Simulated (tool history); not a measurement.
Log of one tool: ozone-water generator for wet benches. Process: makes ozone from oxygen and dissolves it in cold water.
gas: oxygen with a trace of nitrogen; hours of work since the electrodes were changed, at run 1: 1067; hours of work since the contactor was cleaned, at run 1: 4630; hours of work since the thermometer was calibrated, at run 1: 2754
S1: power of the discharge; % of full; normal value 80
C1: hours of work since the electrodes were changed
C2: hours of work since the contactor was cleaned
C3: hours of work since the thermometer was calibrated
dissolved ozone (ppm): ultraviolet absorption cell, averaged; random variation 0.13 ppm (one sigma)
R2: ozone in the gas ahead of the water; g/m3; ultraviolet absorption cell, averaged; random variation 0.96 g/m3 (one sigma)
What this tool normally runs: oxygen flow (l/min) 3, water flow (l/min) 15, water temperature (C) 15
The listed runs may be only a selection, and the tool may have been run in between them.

run 1 day=0 | S1=80 oxygen_flow_(l/min)=3 water_flow_(l/min)=15 water_temperature_(C)=15 | C1=1067 C2=4630 C3=2754 | dissolved_ozone_(ppm)=12.6 R2=162
run 2 day=1.5 | S1=80 oxygen_flow_(l/min)=3 water_flow_(l/min)=22 water_temperature_(C)=15 | C1=1100 C2=4662 C3=2786 | dissolved_ozone_(ppm)=8.1 R2=161.1
run 3 day=3.496 | S1=80 oxygen_flow_(l/min)=3 water_flow_(l/min)=22 water_temperature_(C)=15 | C1=1142 C2=4705 C3=2829 | dissolved_ozone_(ppm)=8 R2=162.3
run 4 day=5.392 | S1=80 oxygen_flow_(l/min)=3 water_flow_(l/min)=22 water_temperature_(C)=15 | C1=1183 C2=4746 C3=2870 | dissolved_ozone_(ppm)=8 R2=161.1
run 5 day=6.375 | S1=80 oxygen_flow_(l/min)=3 water_flow_(l/min)=22 water_temperature_(C)=15 | C1=1204 C2=4767 C3=2891 | dissolved_ozone_(ppm)=8.1 R2=159.9
run 6 day=8.188 | S1=80 oxygen_flow_(l/min)=3 water_flow_(l/min)=10 water_temperature_(C)=15 | C1=1243 C2=4806 C3=2930 | dissolved_ozone_(ppm)=19.1 R2=160.9
run 7 day=9.429 | S1=80 oxygen_flow_(l/min)=3 water_flow_(l/min)=15 water_temperature_(C)=15 | C1=1270 C2=4833 C3=2956 | dissolved_ozone_(ppm)=12.8 R2=161.2
run 8 day=11.358 | S1=50 oxygen_flow_(l/min)=3 water_flow_(l/min)=12 water_temperature_(C)=18 | C1=1311 C2=4874 C3=2998 | dissolved_ozone_(ppm)=11.8 R2=123.3
run 9 day=12.412 | S1=79 oxygen_flow_(l/min)=3 water_flow_(l/min)=17 water_temperature_(C)=17 | C1=1334 C2=4897 C3=3020 | dissolved_ozone_(ppm)=10.6 R2=159.2

Run 10 comes next. What will it give?
-- day=12.583 water thermometer calibrated
run 10 day=13.867 | S1=94 oxygen_flow_(l/min)=1.75 water_flow_(l/min)=17 water_temperature_(C)=9 | C1=1364 C2=4927 C3=27 | dissolved_ozone_(ppm)=? R2=?

Run 10 yielded dissolved ozone (ppm) 11.3, R2 233.1 g/m3.
On a tool with no hidden condition, and with the same random variation, this run would have come out at dissolved ozone (ppm) 11.9, R2 237.3 g/m3.
